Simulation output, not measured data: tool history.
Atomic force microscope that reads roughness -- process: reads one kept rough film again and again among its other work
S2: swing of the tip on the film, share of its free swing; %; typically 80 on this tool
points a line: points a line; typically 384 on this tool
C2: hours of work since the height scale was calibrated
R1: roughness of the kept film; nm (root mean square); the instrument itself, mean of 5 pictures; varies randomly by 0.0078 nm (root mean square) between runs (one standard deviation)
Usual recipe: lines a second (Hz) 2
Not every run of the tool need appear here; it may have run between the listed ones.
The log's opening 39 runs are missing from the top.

run 40 hour=1091.6 | lines_a_second_(Hz)=0.91 S2=65 points_a_line=365 | pictures_with_this_tip=310 C2=533 | R1=1.837
-- hour=1113.3 new tip fitted
run 41 hour=1119 | lines_a_second_(Hz)=2.04 S2=61 points_a_line=384 | pictures_with_this_tip=7 C2=544 | R1=1.805
run 42 hour=1145.2 | lines_a_second_(Hz)=1.72 S2=62 points_a_line=384 | pictures_with_this_tip=40 C2=555 | R1=1.814
run 43 hour=1167 | lines_a_second_(Hz)=2 S2=57 points_a_line=564 | pictures_with_this_tip=67 C2=563 | R1=1.839
run 44 hour=1188.6 | lines_a_second_(Hz)=2 S2=81 points_a_line=384 | pictures_with_this_tip=95 C2=572 | R1=1.635
run 45 hour=1208.4 | lines_a_second_(Hz)=2 S2=81 points_a_line=384 | pictures_with_this_tip=120 C2=580 | R1=1.644
run 46 hour=1229.7 | lines_a_second_(Hz)=2 S2=80 points_a_line=487 | pictures_with_this_tip=147 C2=589 | R1=1.654
run 47 hour=1257.3 | lines_a_second_(Hz)=3.05 S2=72 points_a_line=664 | pictures_with_this_tip=181 C2=600 | R1=1.663

Forecast each of these 3 alternatives for the next run:
run A hour=1284.8 | lines_a_second_(Hz)=0.85 S2=57 points_a_line=441 | pictures_with_this_tip=216 C2=611 | R1=?
run B hour=1284.8 | lines_a_second_(Hz)=2 S2=66 points_a_line=734 | pictures_with_this_tip=216 C2=611 | R1=?
run C hour=1284.8 | lines_a_second_(Hz)=3.05 S2=66 points_a_line=664 | pictures_with_this_tip=216 C2=611 | R1=?

run=A R1=1.856
run=B R1=1.789
run=C R1=1.72
Without the tool's unlogged condition, the same runs would have read:
run=A R1=1.859
run=B R1=1.792
run=C R1=1.724

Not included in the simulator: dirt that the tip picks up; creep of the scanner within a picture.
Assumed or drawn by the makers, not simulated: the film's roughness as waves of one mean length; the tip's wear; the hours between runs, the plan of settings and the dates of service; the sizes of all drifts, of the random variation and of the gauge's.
